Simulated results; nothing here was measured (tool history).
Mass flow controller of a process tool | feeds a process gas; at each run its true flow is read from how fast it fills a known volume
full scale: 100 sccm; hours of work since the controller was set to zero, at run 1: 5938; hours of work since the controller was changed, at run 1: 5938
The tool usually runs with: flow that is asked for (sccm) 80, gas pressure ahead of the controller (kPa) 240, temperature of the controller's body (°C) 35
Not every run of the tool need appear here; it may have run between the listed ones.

run	day	flow that is asked for (sccm)	gas pressure ahead of the controller (kPa)	temperature of the controller's body (°C)	hours of work since the controller was set to zero	hours of work since the controller was changed	true flow (%)
1	0.000	80	240	35	5938	5938	99.13
2	10.596	80	240	35	6055	6055	98.99
3	19.612	80	240	27	6154	6154	99.36
4	34.450	80	240	27	6317	6317	99.34
5	48.625	80	240	27	6473	6473	99.36
6	61.462	80	240	27	6615	6615	99.35
7	77.046	80	240	35	6786	6786	99.03
8	93.421	80	240	35	6966	6966	99.09
# day 98.275: controller's zero set anew
9	106.175	64	240	35	87	7106	99.45
10	120.375	80	240	35	243	7263	99.57
11	137.200	80	240	35	428	7448	99.62
12	144.767	80	240	35	512	7531	99.60
13	159.012	80	240	35	668	7688	99.64
14	173.171	80	240	35	824	7843	99.60
# day 180.471: controller's zero set anew, once more
15	185.454	80	240	35	55	7978	97.95
16	198.792	80	240	22	202	8125	98.36

Run 17, settings as shown, results not yet in. Your forecast:
17	213.158	24	240	35	360	8283	?

Logged for run 17: true flow (%) 96.14.
With no hidden state in the tool, this same run would have given true flow (%) 97.02.

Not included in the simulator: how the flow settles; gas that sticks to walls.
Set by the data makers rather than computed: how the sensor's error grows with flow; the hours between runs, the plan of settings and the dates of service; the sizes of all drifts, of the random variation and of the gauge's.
